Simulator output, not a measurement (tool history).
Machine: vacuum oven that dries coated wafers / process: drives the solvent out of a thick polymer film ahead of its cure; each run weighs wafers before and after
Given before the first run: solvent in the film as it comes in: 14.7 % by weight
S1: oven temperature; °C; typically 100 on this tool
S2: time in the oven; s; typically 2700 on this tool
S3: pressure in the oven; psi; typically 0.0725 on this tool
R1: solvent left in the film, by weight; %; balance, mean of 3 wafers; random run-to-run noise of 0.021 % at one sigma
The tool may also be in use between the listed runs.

Run 1, hour 0.0: usual settings. Result: R1 1.50 %.
Run 2, hour 15.2: usual settings. Result: R1 1.48 %.
Run 3, hour 31.7: usual settings. Result: R1 1.49 %.
Run 4, hour 38.9: usual settings. Result: R1 1.48 %.
Run 5, hour 50.2: usual settings. Result: R1 1.49 %.
Run 6, hour 66.9: usual settings. Result: R1 1.51 %.
Run 7, hour 79.8: usual settings. Result: R1 1.52 %.
Run 8, hour 96.6: usual settings. Result: R1 1.47 %.
Run 9, hour 107.4: usual settings. Result: R1 1.51 %.
Run 10, hour 118.3: usual settings but S1 112 °C, S2 3540 s. Result: R1 0.31 %.
Run 11, hour 128.7: usual settings. Result: R1 1.52 %.
Run 12, hour 138.3: usual settings but S2 1380 s, S3 0.0392 psi. Result: R1 3.83 %.
Run 13, hour 151.7: usual settings but S2 1380 s, S3 0.0392 psi. Result: R1 3.83 %.
Run 14, hour 165.8: usual settings but S1 91 °C, S2 3000 s, S3 0.1842 psi. Result: R1 2.85 %.
Run 15, hour 183.6: usual settings but S1 108 °C, S3 0.0506 psi. Result: R1 0.76 %.
Run 16, hour 199.0: usual settings but S1 108 °C, S3 0.0506 psi. Result: R1 0.74 %.

For each run, the measured value with the value that run would have given without the tool's hidden condition subtracted. The run-to-run variation is shared by both, the gauge scatter possibly not:
The hidden state here: true wafer temperature over the reading, C; true pressure over the reading, kPa; drift of the gauge itself on solvent_pct, %.
run     R1
  1  +0.17
  2  +0.17
  3  +0.17
  4  +0.18
  5  +0.18
  6  +0.18
  7  +0.19
  8  +0.19
  9  +0.19
 10  +0.09
 11  +0.20
 12  +0.23
 13  +0.23
 14  +0.29
 15  +0.14
 16  +0.15
